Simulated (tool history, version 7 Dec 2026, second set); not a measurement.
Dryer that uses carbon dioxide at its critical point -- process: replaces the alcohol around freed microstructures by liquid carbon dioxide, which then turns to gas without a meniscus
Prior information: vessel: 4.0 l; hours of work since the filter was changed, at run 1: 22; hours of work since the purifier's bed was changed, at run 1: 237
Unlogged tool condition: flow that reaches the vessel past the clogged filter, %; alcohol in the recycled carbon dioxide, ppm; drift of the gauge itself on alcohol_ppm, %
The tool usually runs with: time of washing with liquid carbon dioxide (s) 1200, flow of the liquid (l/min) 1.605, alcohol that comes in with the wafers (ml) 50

| run | hour | time of washing with liquid carbon dioxide (s) | flow of the liquid (l/min) | alcohol that comes in with the wafers (ml) | hours of work since the filter was changed | hours of work since the purifier's bed was changed | alcohol left in the vessel before it's heated (ppm by volume) |
|---|---|---|---|---|---|---|---|
| 1 | 0.0 | 1200 | 1.605 | 50 | 22 | 237 | 89 |
| 2 | 23.6 | 1200 | 1.605 | 50 | 34 | 249 | 93 |
| 3 | 47.9 | 1200 | 1.605 | 50 | 47 | 262 | 102 |
| 4 | 62.5 | 1200 | 1.605 | 118 | 54 | 269 | 125 |
| 5 | 89.1 | 1200 | 1.605 | 118 | 68 | 283 | 143 |
| 6 | 113.9 | 1200 | 1.605 | 100 | 81 | 296 | 132 |
| 7 | 128.2 | 1200 | 1.605 | 50 | 88 | 304 | 111 |
| 8 | 150.9 | 1200 | 2.140 | 50 | 100 | 315 | 107 |
| 9 | 170.7 | 780 | 1.605 | 50 | 110 | 326 | 309 |
| 10 | 199.3 | 780 | 1.605 | 50 | 125 | 340 | 338 |
| 11 | 223.7 | 1200 | 1.605 | 31 | 138 | 353 | 121 |
| 12 | 236.7 | 1200 | 1.605 | 31 | 144 | 360 | 125 |
| 13 | 252.7 | 1200 | 1.605 | 31 | 153 | 368 | 135 |
| 14 | 279.7 | 1200 | 1.605 | 31 | 167 | 382 | 127 |
| 15 | 291.7 | 1200 | 1.605 | 31 | 173 | 388 | 137 |
| 16 | 314.9 | 1200 | 1.605 | 31 | 185 | 400 | 142 |
| 17 | 328.8 | 1200 | 1.605 | 31 | 192 | 408 | 135 |
| 18 | 342.1 | 1200 | 1.605 | 31 | 199 | 414 | 151 |
|  | 356.9 | inlet filter changed |
| 19 | 356.9 | 1740 | 1.605 | 50 | 0 | 422 | 127 |
| 20 | 384.6 | 1740 | 1.605 | 50 | 14 | 436 | 120 |
| 21 | 403.7 | 1200 | 1.605 | 30 | 24 | 446 | 130 |
| 22 | 429.8 | 1200 | 2.260 | 73 | 38 | 459 | 130 |
| 23 | 448.9 | 1200 | 2.260 | 73 | 48 | 469 | 146 |
| 24 | 461.3 | 900 | 1.605 | 50 | 54 | 476 | 228 |
| 25 | 489.5 | 960 | 1.605 | 50 | 69 | 490 | 218 |
| 26 | 508.6 | 960 | 1.605 | 50 | 79 | 500 | 216 |
| 27 | 527.8 | 1860 | 1.770 | 21 | 89 | 510 | 146 |
| 28 | 554.0 | 1860 | 1.770 | 21 | 102 | 524 | 151 |
| 29 | 569.0 | 840 | 1.500 | 50 | 110 | 531 | 375 |
| 30 | 581.5 | 840 | 1.500 | 50 | 116 | 538 | 378 |
| 31 | 608.9 | 1860 | 1.500 | 50 | 131 | 552 | 162 |
| 32 | 628.5 | 1200 | 1.460 | 31 | 141 | 562 | 186 |
| 33 | 641.5 | 1680 | 2.600 | 34 | 148 | 569 | 155 |
| 34 | 662.1 | 1680 | 2.600 | 34 | 158 | 580 | 176 |
| 35 | 674.8 | 900 | 1.630 | 34 | 165 | 586 | 246 |
| 36 | 687.8 | 900 | 1.630 | 34 | 172 | 593 | 265 |
| 37 | 702.8 | 1440 | 0.970 | 69 | 179 | 601 | 448 |
| 38 | 718.3 | 1440 | 0.970 | 69 | 187 | 609 | 484 |
| 39 | 734.5 | 1200 | 1.605 | 20 | 196 | 617 | 187 |

Forecast each of these 4 alternatives for the next run:
|  | 755.6 | inlet filter changed |
| A | 757.5 | 840 | 2.230 | 79 | 1 | 629 | ? |
|  | 755.6 | inlet filter changed |
| B | 757.5 | 1080 | 1.605 | 50 | 1 | 629 | ? |
|  | 755.6 | inlet filter changed |
| C | 757.5 | 780 | 2.060 | 20 | 1 | 629 | ? |
|  | 755.6 | inlet filter changed |
| D | 757.5 | 960 | 1.610 | 78 | 1 | 629 | ? |

| run | alcohol left in the vessel before it's heated (ppm by volume) |
|---|---|
| A | 192 |
| B | 200 |
| C | 191 |
| D | 261 |
Without the tool's unlogged condition, the same runs would have read:
| run | alcohol left in the vessel before it's heated (ppm by volume) |
|---|---|
| A | 16 |
| B | 27 |
| C | 19 |
| D | 86 |
